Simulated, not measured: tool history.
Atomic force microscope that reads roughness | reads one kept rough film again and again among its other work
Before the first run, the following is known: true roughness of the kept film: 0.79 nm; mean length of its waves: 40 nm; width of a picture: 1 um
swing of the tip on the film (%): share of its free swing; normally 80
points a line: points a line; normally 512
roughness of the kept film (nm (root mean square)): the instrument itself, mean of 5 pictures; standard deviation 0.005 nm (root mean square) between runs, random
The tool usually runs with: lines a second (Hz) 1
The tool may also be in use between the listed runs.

run	hour	lines a second (Hz)	swing of the tip on the film (%)	points a line	roughness of the kept film (nm (root mean square))
1	0	1	80	512	0.754
2	33.2	1	80	367	0.749
3	86.6	0.68	80	512	0.753
# hour 115.7: new tip fitted
4	117.2	0.68	80	512	0.747
5	176.6	3.51	80	512	0.694
6	210.1	1	80	512	0.748
# hour 264.9: new tip fitted
7	272.6	1	80	512	0.746
8	322.3	1.87	80	512	0.73
9	376.3	1.44	70	815	0.755
# hour 415.5: new tip fitted
10	426.6	1.38	79	761	0.741
11	453.4	1.38	79	761	0.743

4 options for the next run, each taken on its own from the tool as it stands now. Forecast them:
A	497.1	1.38	74	761	?
B	497.1	1.38	78	493	?
C	497.1	1.38	59	761	?
D	497.1	1	81	421	?

run	roughness of the kept film (nm (root mean square))
A	0.745
B	0.744
C	0.761
D	0.745
The same runs, with their run-to-run variation unchanged, on a tool lacking any hidden condition would have given:
run	roughness of the kept film (nm (root mean square))
A	0.747
B	0.746
C	0.762
D	0.746
